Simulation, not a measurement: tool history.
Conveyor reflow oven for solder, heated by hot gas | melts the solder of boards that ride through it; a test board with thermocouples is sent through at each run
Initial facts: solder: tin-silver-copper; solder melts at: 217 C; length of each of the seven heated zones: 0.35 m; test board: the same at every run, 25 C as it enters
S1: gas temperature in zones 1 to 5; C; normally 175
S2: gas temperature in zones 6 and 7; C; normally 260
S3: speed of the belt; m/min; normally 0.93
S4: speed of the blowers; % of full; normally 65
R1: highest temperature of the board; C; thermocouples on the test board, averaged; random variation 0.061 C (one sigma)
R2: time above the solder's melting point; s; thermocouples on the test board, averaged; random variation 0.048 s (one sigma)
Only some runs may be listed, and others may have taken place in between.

run 1 hour=0.0 | S1=175 S2=260 S3=0.93 S4=65 | R1=240.87 R2=27.48
run 2 hour=82.6 | S1=175 S2=260 S3=0.93 S4=65 | R1=240.59 R2=27.46
-- hour=121.1 flux residue cleaned out of gas plates and filters
run 3 hour=164.1 | S1=175 S2=260 S3=0.93 S4=65 | R1=241.90 R2=28.51
run 4 hour=218.4 | S1=175 S2=260 S3=0.93 S4=65 | R1=242.07 R2=28.49
-- hour=248.7 belt drive overhauled, speed set with a stopwatch
run 5 hour=284.0 | S1=186 S2=260 S3=0.93 S4=65 | R1=243.78 R2=31.82
run 6 hour=335.0 | S1=186 S2=260 S3=0.93 S4=65 | R1=243.66 R2=31.71
run 7 hour=405.9 | S1=186 S2=260 S3=0.93 S4=73 | R1=245.49 R2=33.20
run 8 hour=445.3 | S1=175 S2=260 S3=0.93 S4=55 | R1=238.20 R2=24.79
run 9 hour=482.3 | S1=175 S2=260 S3=0.81 S4=65 | R1=245.58 R2=35.55

The next listed run, before its measurement:
run 10 hour=561.0 | S1=175 S2=260 S3=0.98 S4=65 | R1=? R2=?

For run 10 the tool returned R1 239.32 C, R2 24.59 s.
With no hidden state in the tool, this same run would have given R1 239.50 C, R2 24.79 s.

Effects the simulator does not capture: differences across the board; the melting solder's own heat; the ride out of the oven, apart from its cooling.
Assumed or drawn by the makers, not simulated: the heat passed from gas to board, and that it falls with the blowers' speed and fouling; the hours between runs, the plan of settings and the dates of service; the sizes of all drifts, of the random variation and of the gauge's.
